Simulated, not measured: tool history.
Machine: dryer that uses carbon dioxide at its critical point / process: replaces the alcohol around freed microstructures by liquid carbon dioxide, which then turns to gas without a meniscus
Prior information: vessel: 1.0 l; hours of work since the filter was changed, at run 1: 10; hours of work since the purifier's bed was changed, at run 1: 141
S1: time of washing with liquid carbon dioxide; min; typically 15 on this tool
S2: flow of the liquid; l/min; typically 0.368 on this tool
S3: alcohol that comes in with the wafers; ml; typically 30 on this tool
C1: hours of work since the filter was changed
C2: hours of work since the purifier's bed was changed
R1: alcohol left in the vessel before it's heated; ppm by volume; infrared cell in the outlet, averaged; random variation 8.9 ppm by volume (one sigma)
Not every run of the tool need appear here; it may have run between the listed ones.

{"run": 1, "hour": 0.0, "S1": 15, "S2": 0.368, "S3": 30, "C1": 10, "C2": 141, "R1": 536}
{"run": 2, "hour": 57.9, "S1": 15, "S2": 0.368, "S3": 30, "C1": 45, "C2": 177, "R1": 563}
{"run": 3, "hour": 108.7, "S1": 15, "S2": 0.368, "S3": 30, "C1": 76, "C2": 208, "R1": 593}
{"run": 4, "hour": 166.5, "S1": 15, "S2": 0.368, "S3": 30, "C1": 112, "C2": 243, "R1": 637}
{"run": 5, "hour": 222.2, "S1": 15, "S2": 0.368, "S3": 30, "C1": 146, "C2": 277, "R1": 653}
{"run": 6, "hour": 284.8, "S1": 12, "S2": 0.368, "S3": 30, "C1": 184, "C2": 315, "R1": 1412}
{"run": 7, "hour": 333.8, "S1": 15, "S2": 0.39, "S3": 30, "C1": 214, "C2": 345, "R1": 568}
{"run": 8, "hour": 391.6, "S1": 15, "S2": 0.368, "S3": 20, "C1": 250, "C2": 381, "R1": 546}
{"run": 9, "hour": 430.6, "S1": 15, "S2": 0.368, "S3": 20, "C1": 273, "C2": 404, "R1": 518}
{"run": 10, "hour": 466.2, "S1": 15, "S2": 0.368, "S3": 30, "C1": 295, "C2": 426, "R1": 772}
{"run": 11, "hour": 496.0, "S1": 15, "S2": 0.368, "S3": 30, "C1": 313, "C2": 444, "R1": 798}
{"run": 12, "hour": 545.8, "S1": 15, "S2": 0.368, "S3": 25, "C1": 344, "C2": 475, "R1": 726}
{"hour": 595.7, "done": "inlet filter changed"}
{"run": 13, "hour": 612.4, "S1": 15, "S2": 0.368, "S3": 25, "C1": 10, "C2": 515, "R1": 531}
{"run": 14, "hour": 673.2, "S1": 15, "S2": 0.368, "S3": 30, "C1": 47, "C2": 552, "R1": 623}
{"run": 15, "hour": 711.1, "S1": 15, "S2": 0.368, "S3": 30, "C1": 71, "C2": 575, "R1": 651}
{"run": 16, "hour": 759.4, "S1": 15, "S2": 0.368, "S3": 30, "C1": 100, "C2": 605, "R1": 699}
{"run": 17, "hour": 806.3, "S1": 15, "S2": 0.368, "S3": 30, "C1": 129, "C2": 634, "R1": 752}
{"run": 18, "hour": 869.0, "S1": 15, "S2": 0.368, "S3": 30, "C1": 167, "C2": 672, "R1": 755}
{"run": 19, "hour": 899.3, "S1": 15, "S2": 0.368, "S3": 30, "C1": 186, "C2": 690, "R1": 786}
{"run": 20, "hour": 964.3, "S1": 15, "S2": 0.368, "S3": 30, "C1": 225, "C2": 730, "R1": 834}
{"run": 21, "hour": 998.2, "S1": 15, "S2": 0.368, "S3": 30, "C1": 246, "C2": 751, "R1": 871}
{"run": 22, "hour": 1065.6, "S1": 15, "S2": 0.368, "S3": 30, "C1": 287, "C2": 792, "R1": 905}
{"run": 23, "hour": 1104.5, "S1": 15, "S2": 0.252, "S3": 30, "C1": 311, "C2": 816, "R1": 2689}
{"run": 24, "hour": 1149.0, "S1": 15, "S2": 0.252, "S3": 30, "C1": 338, "C2": 843, "R1": 2745}
{"hour": 1208.5, "done": "inlet filter changed"}
{"run": 25, "hour": 1215.8, "S1": 15, "S2": 0.51, "S3": 30, "C1": 4, "C2": 883, "R1": 239}
{"run": 26, "hour": 1266.5, "S1": 15, "S2": 0.51, "S3": 30, "C1": 36, "C2": 914, "R1": 247}
{"run": 27, "hour": 1332.6, "S1": 11, "S2": 0.555, "S3": 53, "C1": 76, "C2": 955, "R1": 775}
{"run": 28, "hour": 1365.0, "S1": 22, "S2": 0.368, "S3": 43, "C1": 96, "C2": 975, "R1": 281}
{"run": 29, "hour": 1424.7, "S1": 22, "S2": 0.368, "S3": 43, "C1": 132, "C2": 1011, "R1": 304}
{"run": 30, "hour": 1482.1, "S1": 10, "S2": 0.368, "S3": 84, "C1": 167, "C2": 1046, "R1": 6389}
{"run": 31, "hour": 1550.7, "S1": 15, "S2": 0.476, "S3": 27, "C1": 209, "C2": 1088, "R1": 365}
{"run": 32, "hour": 1586.5, "S1": 22, "S2": 0.368, "S3": 30, "C1": 231, "C2": 1110, "R1": 301}
{"run": 33, "hour": 1644.1, "S1": 22, "S2": 0.368, "S3": 30, "C1": 266, "C2": 1145, "R1": 315}
{"run": 34, "hour": 1684.4, "S1": 22, "S2": 0.416, "S3": 28, "C1": 291, "C2": 1170, "R1": 250}
{"run": 35, "hour": 1729.8, "S1": 9, "S2": 0.257, "S3": 43, "C1": 319, "C2": 1198, "R1": 9311}
{"run": 36, "hour": 1773.6, "S1": 9, "S2": 0.257, "S3": 63, "C1": 346, "C2": 1224, "R1": 13971}
{"hour": 1823.0, "done": "inlet filter changed"}
{"run": 37, "hour": 1841.1, "S1": 23, "S2": 0.368, "S3": 22, "C1": 11, "C2": 1265, "R1": 245}
{"run": 38, "hour": 1901.4, "S1": 20, "S2": 0.226, "S3": 22, "C1": 48, "C2": 1302, "R1": 1029}
{"hour": 1921.1, "done": "purifier's bed changed"}
{"run": 39, "hour": 1942.3, "S1": 15, "S2": 0.54, "S3": 52, "C1": 71, "C2": 13, "R1": 139}
{"run": 40, "hour": 1987.5, "S1": 19, "S2": 0.355, "S3": 36, "C1": 99, "C2": 41, "R1": 292}
{"run": 41, "hour": 2029.6, "S1": 15, "S2": 0.281, "S3": 30, "C1": 125, "C2": 66, "R1": 1545}
{"run": 42, "hour": 2088.9, "S1": 17, "S2": 0.566, "S3": 100, "C1": 161, "C2": 103, "R1": 126}
{"run": 43, "hour": 2133.4, "S1": 19, "S2": 0.499, "S3": 100, "C1": 188, "C2": 130, "R1": 151}
{"run": 44, "hour": 2181.8, "S1": 19, "S2": 0.376, "S3": 25, "C1": 218, "C2": 159, "R1": 197}
{"run": 45, "hour": 2235.2, "S1": 19, "S2": 0.376, "S3": 25, "C1": 250, "C2": 192, "R1": 222}
{"run": 46, "hour": 2270.0, "S1": 15, "S2": 0.239, "S3": 70, "C1": 272, "C2": 213, "R1": 6379}
{"run": 47, "hour": 2341.5, "S1": 14, "S2": 0.239, "S3": 70, "C1": 315, "C2": 257, "R1": 7592}
{"run": 48, "hour": 2371.1, "S1": 16, "S2": 0.368, "S3": 30, "C1": 333, "C2": 275, "R1": 647}

Consider 3 possible next runs. They are alternatives, not a sequence: every one starts from the tool as it was left by run 48. What does each give?
{"run": "A", "hour": 2424.1, "S1": 14, "S2": 0.237, "S3": 30, "C1": 366, "C2": 308, "R1": "?"}
{"run": "B", "hour": 2424.1, "S1": 16, "S2": 0.368, "S3": 24, "C1": 366, "C2": 308, "R1": "?"}
{"run": "C", "hour": 2424.1, "S1": 16, "S2": 0.393, "S3": 30, "C1": 366, "C2": 308, "R1": "?"}

run=A R1=3539
run=B R1=578
run=C R1=532
The same runs, with their run-to-run variation unchanged, on a tool lacking any hidden condition would have given:
run=A R1=2587
run=B R1=312
run=C R1=274

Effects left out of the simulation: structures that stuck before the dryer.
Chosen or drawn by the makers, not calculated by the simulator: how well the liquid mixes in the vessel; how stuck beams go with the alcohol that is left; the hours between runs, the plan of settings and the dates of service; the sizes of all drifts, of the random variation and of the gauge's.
